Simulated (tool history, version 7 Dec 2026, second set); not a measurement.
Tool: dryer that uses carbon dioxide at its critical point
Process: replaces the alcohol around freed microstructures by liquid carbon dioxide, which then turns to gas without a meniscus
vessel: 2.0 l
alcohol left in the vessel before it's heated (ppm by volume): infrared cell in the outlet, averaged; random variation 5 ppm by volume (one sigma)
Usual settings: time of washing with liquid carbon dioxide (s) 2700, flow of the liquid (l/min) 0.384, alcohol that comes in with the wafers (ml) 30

run,hour,time of washing with liquid carbon dioxide (s),flow of the liquid (l/min),alcohol that comes in with the wafers (ml),alcohol left in the vessel before it's heated (ppm by volume)
1,0.0,2700,0.384,30,91
2,28.1,2700,0.384,30,100
3,39.8,3060,0.384,30,89
# hour 43.0: inlet filter changed
4,64.4,3060,0.384,30,89
5,84.2,2880,0.384,30,82
6,107.5,2700,0.384,30,102
7,133.5,2700,0.384,30,101
8,158.4,2700,0.384,30,96
9,175.0,2700,0.384,30,103
10,193.4,3180,0.384,30,95
11,209.1,2700,0.384,30,102
12,236.2,2700,0.384,29,123
13,259.0,2700,0.384,29,111
14,271.6,2700,0.384,29,113
15,297.8,1740,0.410,25,210
16,324.5,1740,0.344,25,317
17,347.0,1740,0.344,25,345
18,373.5,1740,0.344,25,329
19,393.4,1740,0.344,25,346
20,409.1,1740,0.344,25,357
21,422.9,1920,0.272,66,1114
22,444.9,3600,0.546,111,128
23,464.1,2700,0.386,26,144

Hidden state or all else? Some run-to-run changes of alcohol left in the vessel before it's heated (ppm by volume), split into what the settings, what came in and random variation would give without the hidden state, and what is left for the hidden state (with any gauge scatter that isn't in both results):
The hidden state here: flow that reaches the vessel past the clogged filter, %; alcohol in the recycled carbon dioxide, ppm; drift of the gauge itself on alcohol_ppm, %.
Run 20 -> 21: time of washing with liquid carbon dioxide (s) 1740 -> 1920, flow of the liquid (l/min) 0.344 -> 0.272, alcohol that comes in with the wafers (ml) 25 -> 66. alcohol left in the vessel before it's heated (ppm by volume) +757: hidden state +100, all else +657.
Run 21 -> 22: time of washing with liquid carbon dioxide (s) 1920 -> 3600, flow of the liquid (l/min) 0.272 -> 0.546, alcohol that comes in with the wafers (ml) 66 -> 111. alcohol left in the vessel before it's heated (ppm by volume) -986: hidden state -130, all else -856.

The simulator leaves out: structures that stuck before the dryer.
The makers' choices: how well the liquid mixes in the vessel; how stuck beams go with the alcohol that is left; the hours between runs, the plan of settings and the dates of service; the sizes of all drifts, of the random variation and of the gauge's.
